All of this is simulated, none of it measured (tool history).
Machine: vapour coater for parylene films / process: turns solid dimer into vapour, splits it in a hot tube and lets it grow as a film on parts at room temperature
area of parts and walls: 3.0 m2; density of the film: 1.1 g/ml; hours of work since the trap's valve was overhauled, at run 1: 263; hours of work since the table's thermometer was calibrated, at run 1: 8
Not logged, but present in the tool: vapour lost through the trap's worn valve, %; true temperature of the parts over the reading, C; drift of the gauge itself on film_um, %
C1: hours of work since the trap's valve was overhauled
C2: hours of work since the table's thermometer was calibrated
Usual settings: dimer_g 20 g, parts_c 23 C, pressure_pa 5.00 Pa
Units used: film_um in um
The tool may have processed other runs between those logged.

Run 1, hour 0.0: usual settings; C1 263; C2 8. Result: film_um 3.26 um.
Run 2, hour 24.6: usual settings; C1 278; C2 23. Result: film_um 3.29 um.
Run 3, hour 49.3: usual settings; C1 293; C2 38. Result: film_um 3.27 um.
Run 4, hour 74.2: usual settings; C1 308; C2 53. Result: film_um 3.26 um.
Run 5, hour 85.2: usual settings; C1 314; C2 60. Result: film_um 3.26 um.
Run 6, hour 101.6: usual settings but pressure_pa 8.40 Pa; C1 324; C2 70. Result: film_um 3.13 um.
Run 7, hour 124.0: usual settings but pressure_pa 8.40 Pa; C1 338; C2 83. Result: film_um 3.08 um.
Run 8, hour 136.1: usual settings but pressure_pa 8.40 Pa; C1 345; C2 91. Result: film_um 3.08 um.
Run 9, hour 150.7: usual settings; C1 354; C2 99. Result: film_um 3.23 um.
Run 10, hour 164.1: usual settings but parts_c 21 C; C1 362; C2 108. Result: film_um 3.43 um.
Run 11, hour 176.7: usual settings; C1 370; C2 115. Result: film_um 3.27 um.
Run 12, hour 199.2: usual settings; C1 383; C2 129. Result: film_um 3.23 um.
Run 13, hour 212.4: usual settings; C1 392; C2 137. Result: film_um 3.27 um.
Run 14, hour 229.8: usual settings; C1 402; C2 147. Result: film_um 3.28 um.
Run 15, hour 241.9: usual settings; C1 409; C2 155. Result: film_um 3.24 um.
Run 16, hour 253.3: usual settings; C1 416; C2 162. Result: film_um 3.25 um.
Run 17, hour 263.6: usual settings but dimer_g 12 g; C1 423; C2 168. Result: film_um 1.94 um.
Run 18, hour 279.4: usual settings; C1 432; C2 177. Result: film_um 3.26 um.
Run 19, hour 302.1: usual settings; C1 446; C2 191. Result: film_um 3.17 um.
Run 20, hour 322.5: usual settings but dimer_g 9 g; C1 458; C2 204. Result: film_um 1.46 um.
Run 21, hour 334.1: usual settings but dimer_g 9 g; C1 465; C2 211. Result: film_um 1.43 um.
Run 22, hour 347.1: usual settings but dimer_g 9 g; C1 473; C2 218. Result: film_um 1.44 um.
Run 23, hour 364.3: usual settings but dimer_g 11 g, parts_c 19 C, pressure_pa 4.90 Pa; C1 484; C2 229. Result: film_um 1.94 um.
Run 24, hour 374.8: usual settings but dimer_g 11 g, parts_c 19 C, pressure_pa 4.90 Pa; C1 490; C2 235. Result: film_um 1.95 um.
Run 25, hour 387.7: usual settings but dimer_g 27 g, parts_c 28 C, pressure_pa 2.57 Pa; C1 498; C2 243. Result: film_um 4.12 um.
Run 26, hour 412.3: usual settings but dimer_g 10 g, parts_c 18 C; C1 513; C2 258. Result: film_um 1.76 um.
Run 27, hour 431.9: usual settings but dimer_g 9 g, parts_c 33 C; C1 525; C2 270. Result: film_um 1.14 um.
Run 28, hour 447.8: usual settings but dimer_g 19 g, parts_c 33 C, pressure_pa 9.70 Pa; C1 534; C2 279. Result: film_um 2.30 um.
Run 29, hour 466.5: usual settings but dimer_g 19 g, parts_c 33 C, pressure_pa 9.70 Pa; C1 545; C2 291. Result: film_um 2.24 um.
Run 30, hour 478.6: usual settings but dimer_g 19 g, parts_c 33 C, pressure_pa 9.70 Pa; C1 553; C2 298. Result: film_um 2.29 um.
Run 31, hour 502.8: usual settings but dimer_g 8 g, parts_c 24 C, pressure_pa 6.12 Pa; C1 568; C2 313. Result: film_um 1.21 um.
Run 32, hour 518.7: usual settings but dimer_g 8 g, parts_c 24 C, pressure_pa 6.12 Pa; C1 577; C2 322. Result: film_um 1.23 um.
Run 33, hour 540.9: usual settings but dimer_g 8 g, parts_c 24 C, pressure_pa 4.03 Pa; C1 591; C2 336. Result: film_um 1.25 um.
Run 34, hour 557.1: usual settings but dimer_g 8 g, pressure_pa 4.03 Pa; C1 600; C2 346. Result: film_um 1.28 um.
Run 35, hour 572.3: usual settings but dimer_g 8 g, pressure_pa 3.00 Pa; C1 610; C2 355. Result: film_um 1.33 um.
Run 36, hour 596.4: usual settings but dimer_g 29 g, parts_c 24 C, pressure_pa 11.18 Pa; C1 624; C2 370. Result: film_um 4.18 um.
Run 37, hour 610.8: usual settings but dimer_g 29 g, parts_c 24 C, pressure_pa 11.18 Pa; C1 633; C2 378. Result: film_um 4.13 um.
Run 38, hour 632.0: usual settings but pressure_pa 3.39 Pa; C1 646; C2 391. Result: film_um 3.28 um.
Run 39, hour 645.4: usual settings but dimer_g 12 g, parts_c 25 C, pressure_pa 4.73 Pa; C1 654; C2 399. Result: film_um 1.80 um.
Run 40, hour 665.3: usual settings but dimer_g 9 g, parts_c 34 C, pressure_pa 10.79 Pa; C1 666; C2 411. Result: film_um 1.04 um.
Run 41, hour 687.7: usual settings but dimer_g 28 g, parts_c 31 C, pressure_pa 4.63 Pa; C1 680; C2 425. Result: film_um 3.72 um.
At hour 707.7: trap's valve overhauled.
Run 42, hour 709.6: usual settings but dimer_g 18 g, parts_c 31 C, pressure_pa 3.27 Pa; C1 1; C2 436. Result: film_um 2.63 um.
Run 43, hour 722.0: usual settings but dimer_g 23 g; C1 9; C2 443. Result: film_um 3.86 um.

Consider 4 possible next runs. They are alternatives, not a sequence: every one starts from the tool as it was left by run 43. What does each give?
Run A, hour 735.7: usual settings but dimer_g 13 g, pressure_pa 6.42 Pa; C1 17; C2 452. Result: film_um ?.
Run B, hour 735.7: usual settings but dimer_g 23 g, pressure_pa 7.48 Pa; C1 17; C2 452. Result: film_um ?.
Run C, hour 735.7: usual settings but dimer_g 33 g, parts_c 19 C; C1 17; C2 452. Result: film_um ?.
Run D, hour 735.7: usual settings but dimer_g 27 g; C1 17; C2 452. Result: film_um ?.

run  film_um
  A     2.12
  B     3.76
  C     6.08
  D     4.49
Stripped of hidden state, with their random variation kept, the same runs would have yielded:
run  film_um
  A     2.13
  B     3.78
  C     6.11
  D     4.51

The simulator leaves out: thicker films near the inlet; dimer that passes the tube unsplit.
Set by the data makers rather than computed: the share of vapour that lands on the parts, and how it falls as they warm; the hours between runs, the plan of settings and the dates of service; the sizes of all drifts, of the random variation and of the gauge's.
